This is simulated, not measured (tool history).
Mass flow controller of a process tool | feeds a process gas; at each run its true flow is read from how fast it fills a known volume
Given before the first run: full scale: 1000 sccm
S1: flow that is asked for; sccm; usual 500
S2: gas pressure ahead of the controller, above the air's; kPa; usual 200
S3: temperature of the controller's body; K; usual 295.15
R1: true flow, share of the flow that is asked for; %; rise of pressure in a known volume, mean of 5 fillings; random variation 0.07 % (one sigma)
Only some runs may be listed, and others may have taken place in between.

{"run": 1, "day": 0.0, "S1": 500, "S2": 200, "S3": 295.15, "R1": 98.54}
{"run": 2, "day": 13.104, "S1": 737, "S2": 200, "S3": 295.15, "R1": 99.11}
{"run": 3, "day": 22.146, "S1": 737, "S2": 200, "S3": 295.15, "R1": 99.17}
{"run": 4, "day": 27.892, "S1": 737, "S2": 200, "S3": 295.15, "R1": 99.3}
{"run": 5, "day": 36.546, "S1": 737, "S2": 200, "S3": 295.15, "R1": 99.3}
{"run": 6, "day": 42.388, "S1": 737, "S2": 200, "S3": 295.15, "R1": 99.13}
{"run": 7, "day": 48.5, "S1": 737, "S2": 200, "S3": 295.15, "R1": 99.32}
{"run": 8, "day": 58.367, "S1": 500, "S2": 200, "S3": 295.15, "R1": 98.56}
{"run": 9, "day": 70.283, "S1": 500, "S2": 200, "S3": 295.15, "R1": 98.49}
{"run": 10, "day": 77.079, "S1": 500, "S2": 200, "S3": 295.15, "R1": 98.57}
{"run": 11, "day": 86.212, "S1": 500, "S2": 200, "S3": 295.15, "R1": 98.54}
{"run": 12, "day": 93.958, "S1": 500, "S2": 200, "S3": 295.15, "R1": 98.47}
{"run": 13, "day": 103.467, "S1": 433, "S2": 200, "S3": 295.15, "R1": 98.28}
{"run": 14, "day": 117.042, "S1": 433, "S2": 200, "S3": 295.15, "R1": 98.26}
{"run": 15, "day": 126.454, "S1": 500, "S2": 200, "S3": 297.15, "R1": 98.45}
{"run": 16, "day": 133.842, "S1": 909, "S2": 200, "S3": 297.15, "R1": 99.74}
{"run": 17, "day": 143.217, "S1": 500, "S2": 170, "S3": 313.15, "R1": 97.75}
{"run": 18, "day": 156.358, "S1": 792, "S2": 210, "S3": 295.15, "R1": 99.44}
{"run": 19, "day": 163.746, "S1": 230, "S2": 210, "S3": 296.15, "R1": 97.47}
{"run": 20, "day": 175.496, "S1": 529, "S2": 156, "S3": 297.15, "R1": 98.72}
{"run": 21, "day": 189.775, "S1": 529, "S2": 156, "S3": 297.15, "R1": 98.77}
{"run": 22, "day": 201.192, "S1": 529, "S2": 156, "S3": 297.15, "R1": 98.74}
{"run": 23, "day": 213.45, "S1": 838, "S2": 182, "S3": 297.15, "R1": 99.56}
{"run": 24, "day": 227.446, "S1": 838, "S2": 182, "S3": 297.15, "R1": 99.52}
{"run": 25, "day": 240.738, "S1": 470, "S2": 228, "S3": 295.15, "R1": 98.22}
{"run": 26, "day": 254.567, "S1": 470, "S2": 228, "S3": 295.15, "R1": 98.21}
{"run": 27, "day": 267.471, "S1": 200, "S2": 194, "S3": 311.15, "R1": 96.75}
{"run": 28, "day": 276.804, "S1": 449, "S2": 223, "S3": 295.15, "R1": 98.29}
{"run": 29, "day": 285.225, "S1": 449, "S2": 193, "S3": 295.15, "R1": 98.39}
{"run": 30, "day": 299.304, "S1": 223, "S2": 200, "S3": 305.15, "R1": 97.1}
{"run": 31, "day": 313.183, "S1": 223, "S2": 200, "S3": 305.15, "R1": 97.11}
{"run": 32, "day": 323.638, "S1": 223, "S2": 200, "S3": 305.15, "R1": 97.11}

Put back what was entered between runs (1 entry, withheld): which listed runs does each sit between, and how does the hidden state differ from the listed run before to the listed run after?
Logged between run 22 and run 23: controller's zero set anew (day 207.521)
  flow at rest that the sensor doesn't see, % of full scale: -0.003 -> 0

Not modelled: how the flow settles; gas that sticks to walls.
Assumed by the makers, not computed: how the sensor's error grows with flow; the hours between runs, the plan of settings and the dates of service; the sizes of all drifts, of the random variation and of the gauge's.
